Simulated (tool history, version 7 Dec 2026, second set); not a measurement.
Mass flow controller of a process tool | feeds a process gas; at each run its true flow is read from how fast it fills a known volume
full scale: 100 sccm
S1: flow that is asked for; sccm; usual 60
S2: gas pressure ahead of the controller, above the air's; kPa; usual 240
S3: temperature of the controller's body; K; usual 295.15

{"run": 1, "day": 0.0, "S1": 60, "S2": 240, "S3": 295.15, "true flow (%)": 100.88}
{"run": 2, "day": 6.188, "S1": 60, "S2": 240, "S3": 295.15, "true flow (%)": 100.92}
{"run": 3, "day": 12.567, "S1": 60, "S2": 240, "S3": 295.15, "true flow (%)": 100.99}
{"run": 4, "day": 23.188, "S1": 60, "S2": 240, "S3": 295.15, "true flow (%)": 101.1}
{"run": 5, "day": 32.192, "S1": 60, "S2": 240, "S3": 295.15, "true flow (%)": 101.12}
{"run": 6, "day": 41.612, "S1": 60, "S2": 240, "S3": 295.15, "true flow (%)": 101.23}
{"run": 7, "day": 53.279, "S1": 60, "S2": 240, "S3": 295.15, "true flow (%)": 101.32}
{"run": 8, "day": 64.8, "S1": 46, "S2": 240, "S3": 295.15, "true flow (%)": 101.59}
{"run": 9, "day": 76.596, "S1": 60, "S2": 161, "S3": 295.15, "true flow (%)": 100.87}
{"run": 10, "day": 89.425, "S1": 60, "S2": 168, "S3": 295.15, "true flow (%)": 101.23}
{"run": 11, "day": 104.292, "S1": 60, "S2": 161, "S3": 295.15, "true flow (%)": 101.3}
{"run": 12, "day": 110.596, "S1": 60, "S2": 240, "S3": 295.15, "true flow (%)": 101.8}
{"run": 13, "day": 124.8, "S1": 60, "S2": 240, "S3": 295.15, "true flow (%)": 101.76}
{"run": 14, "day": 139.792, "S1": 60, "S2": 240, "S3": 295.15, "true flow (%)": 102.11}
{"run": 15, "day": 149.562, "S1": 29, "S2": 179, "S3": 302.15, "true flow (%)": 102.35}
{"run": 16, "day": 156.092, "S1": 29, "S2": 179, "S3": 302.15, "true flow (%)": 102.35}
{"run": 17, "day": 170.212, "S1": 29, "S2": 179, "S3": 302.15, "true flow (%)": 102.63}
{"run": 18, "day": 176.708, "S1": 97, "S2": 240, "S3": 296.15, "true flow (%)": 101.89}
{"run": 19, "day": 184.675, "S1": 87, "S2": 252, "S3": 295.15, "true flow (%)": 102.08}
{"run": 20, "day": 191.862, "S1": 87, "S2": 252, "S3": 295.15, "true flow (%)": 102.27}
{"run": 21, "day": 203.138, "S1": 87, "S2": 252, "S3": 295.15, "true flow (%)": 102.3}
{"run": 22, "day": 211.592, "S1": 13, "S2": 186, "S3": 295.15, "true flow (%)": 107.38}
{"run": 23, "day": 221.488, "S1": 13, "S2": 186, "S3": 295.15, "true flow (%)": 107.69}
{"run": 24, "day": 229.6, "S1": 23, "S2": 256, "S3": 301.15, "true flow (%)": 104.77}
{"run": 25, "day": 243.108, "S1": 14, "S2": 240, "S3": 295.15, "true flow (%)": 108.08}
{"run": 26, "day": 251.567, "S1": 60, "S2": 243, "S3": 295.15, "true flow (%)": 102.87}

5 ways to go on from here, each from the tool as it stands after run 26. What would each give?
{"run": "A", "day": 265.704, "S1": 11, "S2": 265, "S3": 295.15, "true flow (%)": "?"}
{"run": "B", "day": 265.704, "S1": 11, "S2": 168, "S3": 301.15, "true flow (%)": "?"}
{"run": "C", "day": 265.704, "S1": 13, "S2": 243, "S3": 295.15, "true flow (%)": "?"}
{"run": "D", "day": 265.704, "S1": 16, "S2": 220, "S3": 300.15, "true flow (%)": "?"}
{"run": "E", "day": 265.704, "S1": 11, "S2": 185, "S3": 307.15, "true flow (%)": "?"}

run=A true_flow_(%)=110.66
run=B true_flow_(%)=109.82
run=C true_flow_(%)=109.18
run=D true_flow_(%)=107
run=E true_flow_(%)=109.53
Without the tool's hidden state the same runs would have given:
run=A true_flow_(%)=99.85
run=B true_flow_(%)=99.02
run=C true_flow_(%)=99.87
run=D true_flow_(%)=99.25
run=E true_flow_(%)=98.72

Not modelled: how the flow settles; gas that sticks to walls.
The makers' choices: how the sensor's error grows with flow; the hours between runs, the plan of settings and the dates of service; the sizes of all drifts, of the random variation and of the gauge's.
